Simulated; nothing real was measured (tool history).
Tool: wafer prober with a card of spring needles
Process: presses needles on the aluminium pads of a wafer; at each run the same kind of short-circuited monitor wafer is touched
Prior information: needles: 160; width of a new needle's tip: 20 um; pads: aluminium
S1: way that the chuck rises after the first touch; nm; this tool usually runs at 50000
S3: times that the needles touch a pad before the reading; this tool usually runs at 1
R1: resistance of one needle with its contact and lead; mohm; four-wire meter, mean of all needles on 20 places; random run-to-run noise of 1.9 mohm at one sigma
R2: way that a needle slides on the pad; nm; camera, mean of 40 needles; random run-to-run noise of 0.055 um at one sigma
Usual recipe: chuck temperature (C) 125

{"run": 1, "hour": 0.0, "S1": 50000, "chuck temperature (C)": 125, "S3": 1, "R1": 201, "R2": 12860}
{"hour": 4.2, "done": "tips cleaned on abrasive film"}
{"hour": 9.3, "done": "tips cleaned on abrasive film"}
{"run": 2, "hour": 9.3, "S1": 50000, "chuck temperature (C)": 125, "S3": 1, "R1": 201, "R2": 12890}
{"hour": 14.4, "done": "tips cleaned on abrasive film"}
{"hour": 20.0, "done": "tips cleaned on abrasive film"}
{"run": 3, "hour": 22.8, "S1": 50000, "chuck temperature (C)": 125, "S3": 1, "R1": 199, "R2": 12880}
{"hour": 25.2, "done": "tips cleaned on abrasive film"}
{"hour": 30.4, "done": "tips cleaned on abrasive film"}
{"hour": 36.1, "done": "tips cleaned on abrasive film"}
{"run": 4, "hour": 36.8, "S1": 50000, "chuck temperature (C)": 125, "S3": 1, "R1": 199, "R2": 12840}
{"hour": 41.8, "done": "tips cleaned on abrasive film"}
{"hour": 46.8, "done": "tips cleaned on abrasive film"}
{"run": 5, "hour": 50.9, "S1": 50000, "chuck temperature (C)": 125, "S3": 1, "R1": 199, "R2": 12780}
{"hour": 52.2, "done": "tips cleaned on abrasive film"}
{"hour": 57.3, "done": "tips cleaned on abrasive film"}
{"hour": 62.8, "done": "tips cleaned on abrasive film"}
{"run": 6, "hour": 66.8, "S1": 50000, "chuck temperature (C)": 125, "S3": 1, "R1": 200, "R2": 12830}
{"hour": 67.7, "done": "tips cleaned on abrasive film"}
{"hour": 73.3, "done": "tips cleaned on abrasive film"}
{"run": 7, "hour": 75.1, "S1": 50000, "chuck temperature (C)": 125, "S3": 1, "R1": 195, "R2": 12850}
{"hour": 79.2, "done": "tips cleaned on abrasive film"}
{"hour": 84.5, "done": "tips cleaned on abrasive film"}
{"hour": 90.0, "done": "tips cleaned on abrasive film"}
{"run": 8, "hour": 90.6, "S1": 50000, "chuck temperature (C)": 125, "S3": 1, "R1": 197, "R2": 12800}
{"hour": 95.3, "done": "tips cleaned on abrasive film"}
{"hour": 100.6, "done": "tips cleaned on abrasive film"}
{"run": 9, "hour": 102.0, "S1": 50000, "chuck temperature (C)": 125, "S3": 1, "R1": 200, "R2": 12810}
{"hour": 106.2, "done": "tips cleaned on abrasive film"}
{"hour": 111.8, "done": "tips cleaned on abrasive film"}
{"run": 10, "hour": 114.8, "S1": 50000, "chuck temperature (C)": 125, "S3": 1, "R1": 198, "R2": 12750}
{"hour": 116.7, "done": "tips cleaned on abrasive film"}
{"hour": 122.6, "done": "tips cleaned on abrasive film"}
{"hour": 128.0, "done": "tips cleaned on abrasive film"}
{"run": 11, "hour": 130.8, "S1": 50000, "chuck temperature (C)": 125, "S3": 1, "R1": 198, "R2": 12740}
{"hour": 133.0, "done": "tips cleaned on abrasive film"}
{"hour": 138.0, "done": "tips cleaned on abrasive film"}
{"hour": 142.8, "done": "tips cleaned on abrasive film"}
{"run": 12, "hour": 142.8, "S1": 50000, "chuck temperature (C)": 125, "S3": 1, "R1": 198, "R2": 12750}
{"hour": 148.3, "done": "tips cleaned on abrasive film"}
{"hour": 148.6, "done": "height of the first contact set anew"}
{"hour": 154.1, "done": "tips cleaned on abrasive film"}
{"run": 13, "hour": 155.3, "S1": 50000, "chuck temperature (C)": 125, "S3": 1, "R1": 200, "R2": 12760}
{"hour": 159.3, "done": "tips cleaned on abrasive film"}
{"hour": 164.9, "done": "tips cleaned on abrasive film"}
{"run": 14, "hour": 167.5, "S1": 50000, "chuck temperature (C)": 125, "S3": 1, "R1": 199, "R2": 12550}
{"hour": 169.8, "done": "tips cleaned on abrasive film"}
{"hour": 175.4, "done": "tips cleaned on abrasive film"}
{"run": 15, "hour": 176.0, "S1": 50000, "chuck temperature (C)": 125, "S3": 1, "R1": 199, "R2": 12680}
{"hour": 180.3, "done": "tips cleaned on abrasive film"}
{"run": 16, "hour": 183.0, "S1": 50000, "chuck temperature (C)": 119, "S3": 1, "R1": 195, "R2": 12680}
{"hour": 185.3, "done": "tips cleaned on abrasive film"}
{"hour": 191.1, "done": "tips cleaned on abrasive film"}
{"hour": 196.3, "done": "tips cleaned on abrasive film"}
{"run": 17, "hour": 196.5, "S1": 36000, "chuck temperature (C)": 119, "S3": 1, "R1": 211, "R2": 9150}
{"hour": 202.2, "done": "tips cleaned on abrasive film"}
{"run": 18, "hour": 205.0, "S1": 66000, "chuck temperature (C)": 125, "S3": 1, "R1": 192, "R2": 16720}
{"hour": 207.5, "done": "tips cleaned on abrasive film"}
{"hour": 212.8, "done": "tips cleaned on abrasive film"}
{"hour": 218.4, "done": "tips cleaned on abrasive film"}
{"run": 19, "hour": 219.1, "S1": 39000, "chuck temperature (C)": 125, "S3": 1, "R1": 209, "R2": 9820}
{"hour": 223.9, "done": "tips cleaned on abrasive film"}
{"hour": 229.0, "done": "tips cleaned on abrasive film"}
{"hour": 233.9, "done": "tips cleaned on abrasive film"}
{"run": 20, "hour": 233.9, "S1": 31000, "chuck temperature (C)": 42, "S3": 1, "R1": 200, "R2": 7830}
{"hour": 238.8, "done": "tips cleaned on abrasive film"}
{"hour": 243.7, "done": "tips cleaned on abrasive film"}
{"run": 21, "hour": 245.5, "S1": 37000, "chuck temperature (C)": 29, "S3": 1, "R1": 188, "R2": 9400}
{"hour": 249.0, "done": "tips cleaned on abrasive film"}
{"hour": 254.1, "done": "tips cleaned on abrasive film"}
{"hour": 258.9, "done": "tips cleaned on abrasive film"}
{"run": 22, "hour": 260.0, "S1": 37000, "chuck temperature (C)": 29, "S3": 1, "R1": 184, "R2": 9330}
{"hour": 264.7, "done": "tips cleaned on abrasive film"}
{"hour": 269.5, "done": "tips cleaned on abrasive film"}
{"run": 23, "hour": 271.3, "S1": 37000, "chuck temperature (C)": 29, "S3": 1, "R1": 187, "R2": 9330}
{"hour": 274.7, "done": "tips cleaned on abrasive film"}
{"hour": 279.9, "done": "tips cleaned on abrasive film"}
{"run": 24, "hour": 283.1, "S1": 37000, "chuck temperature (C)": 29, "S3": 1, "R1": 188, "R2": 9350}
{"hour": 285.3, "done": "tips cleaned on abrasive film"}
{"hour": 290.9, "done": "tips cleaned on abrasive film"}
{"hour": 295.7, "done": "tips cleaned on abrasive film"}
{"run": 25, "hour": 298.8, "S1": 69000, "chuck temperature (C)": 83, "S3": 1, "R1": 178, "R2": 17290}
{"hour": 300.7, "done": "tips cleaned on abrasive film"}
{"hour": 305.8, "done": "tips cleaned on abrasive film"}
{"run": 26, "hour": 305.8, "S1": 69000, "chuck temperature (C)": 83, "S3": 1, "R1": 180, "R2": 17420}
{"hour": 311.6, "done": "tips cleaned on abrasive film"}
{"hour": 313.6, "done": "height of the first contact set anew"}
{"hour": 317.7, "done": "tips cleaned on abrasive film"}
{"run": 27, "hour": 318.2, "S1": 50000, "chuck temperature (C)": 66, "S3": 1, "R1": 182, "R2": 12460}
{"hour": 322.5, "done": "tips cleaned on abrasive film"}
{"hour": 326.4, "done": "gauge calibrated"}
{"hour": 327.4, "done": "tips cleaned on abrasive film"}
{"run": 28, "hour": 327.7, "S1": 50000, "chuck temperature (C)": 66, "S3": 1, "R1": 186, "R2": 12860}

Run 29 comes next. What will it give?
{"hour": 332.8, "done": "tips cleaned on abrasive film"}
{"hour": 338.8, "done": "tips cleaned on abrasive film"}
{"run": 29, "hour": 338.8, "S1": 50000, "chuck temperature (C)": 66, "S3": 1, "R1": "?", "R2": "?"}

R1: 185 mohm
R2: 12810 nm
Without the tool's hidden state the same run would have given R1 185 mohm, R2 12830 nm.
